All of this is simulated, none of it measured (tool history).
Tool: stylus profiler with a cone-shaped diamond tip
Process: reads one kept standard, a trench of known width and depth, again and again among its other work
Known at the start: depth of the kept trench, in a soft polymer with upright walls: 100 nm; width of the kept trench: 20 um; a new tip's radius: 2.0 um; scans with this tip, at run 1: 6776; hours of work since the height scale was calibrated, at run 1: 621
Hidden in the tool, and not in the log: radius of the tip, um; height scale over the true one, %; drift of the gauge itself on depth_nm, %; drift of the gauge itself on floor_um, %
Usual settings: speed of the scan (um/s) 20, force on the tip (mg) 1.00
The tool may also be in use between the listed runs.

| run | hour | speed of the scan (um/s) | force on the tip (mg) | scans with this tip | hours of work since the height scale was calibrated | depth of the trench (nm) | width of the trench's floor (um) |
|---|---|---|---|---|---|---|---|
| 1 | 0.0 | 20 | 1.00 | 6776 | 621 | 100.75 | 18.53 |
| 2 | 27.7 | 20 | 1.00 | 6926 | 635 | 100.65 | 18.56 |
| 3 | 55.8 | 20 | 1.00 | 7078 | 649 | 100.73 | 18.49 |
| 4 | 75.8 | 12 | 1.00 | 7187 | 658 | 100.68 | 18.59 |
| 5 | 88.4 | 47 | 1.00 | 7255 | 665 | 100.67 | 18.38 |
| 6 | 113.8 | 12 | 1.00 | 7393 | 677 | 100.72 | 18.62 |
| 7 | 139.4 | 11 | 1.00 | 7531 | 690 | 100.65 | 18.56 |
| 8 | 156.2 | 20 | 0.41 | 7623 | 698 | 100.64 | 18.47 |
| 9 | 183.6 | 20 | 0.41 | 7771 | 712 | 100.52 | 18.45 |
| 10 | 212.4 | 20 | 1.00 | 7927 | 726 | 100.69 | 18.52 |
| 11 | 238.8 | 20 | 2.13 | 8070 | 739 | 101.09 | 18.59 |
| 12 | 259.4 | 20 | 1.00 | 8182 | 750 | 100.56 | 18.54 |
| 13 | 278.5 | 20 | 1.00 | 8286 | 759 | 100.66 | 18.50 |
| 14 | 298.8 | 20 | 1.00 | 8395 | 769 | 100.73 | 18.49 |
| 15 | 322.9 | 9 | 1.00 | 8526 | 781 | 100.74 | 18.52 |
| 16 | 351.1 | 9 | 1.00 | 8679 | 795 | 100.79 | 18.55 |
| 17 | 381.5 | 9 | 1.00 | 8844 | 810 | 100.72 | 18.57 |
| 18 | 410.0 | 9 | 1.00 | 8998 | 824 | 100.71 | 18.61 |
| 19 | 427.7 | 20 | 1.00 | 9094 | 833 | 100.81 | 18.50 |
| 20 | 457.1 | 20 | 1.00 | 9253 | 848 | 100.86 | 18.50 |
| 21 | 484.5 | 20 | 1.00 | 9402 | 861 | 100.66 | 18.48 |
| 22 | 509.4 | 20 | 1.00 | 9537 | 874 | 100.73 | 18.46 |
| 23 | 526.1 | 20 | 1.00 | 9627 | 882 | 100.81 | 18.50 |
| 24 | 550.9 | 32 | 1.00 | 9762 | 894 | 100.72 | 18.42 |
| 25 | 582.1 | 32 | 1.00 | 9931 | 910 | 100.71 | 18.44 |
| 26 | 601.3 | 32 | 1.00 | 10035 | 919 | 100.84 | 18.43 |
| 27 | 625.9 | 36 | 1.11 | 10168 | 932 | 100.79 | 18.35 |
| 28 | 640.2 | 13 | 1.66 | 10246 | 939 | 100.97 | 18.48 |
| 29 | 671.4 | 16 | 2.21 | 10415 | 954 | 101.25 | 18.56 |
| 30 | 689.0 | 16 | 2.21 | 10510 | 963 | 101.24 | 18.53 |
| 31 | 702.0 | 16 | 2.21 | 10581 | 969 | 101.10 | 18.52 |
| 32 | 727.7 | 7 | 0.46 | 10720 | 982 | 100.53 | 18.56 |

The next listed run, before its measurement:
| 33 | 750.9 | 17 | 0.71 | 10846 | 994 | ? | ? |

{"run 33": {"depth of the trench (nm)": 100.62, "width of the trench's floor (um)": 18.43}}
Without the tool's hidden state the same run would have given depth of the trench (nm) 100.32, width of the trench's floor (um) 18.57.
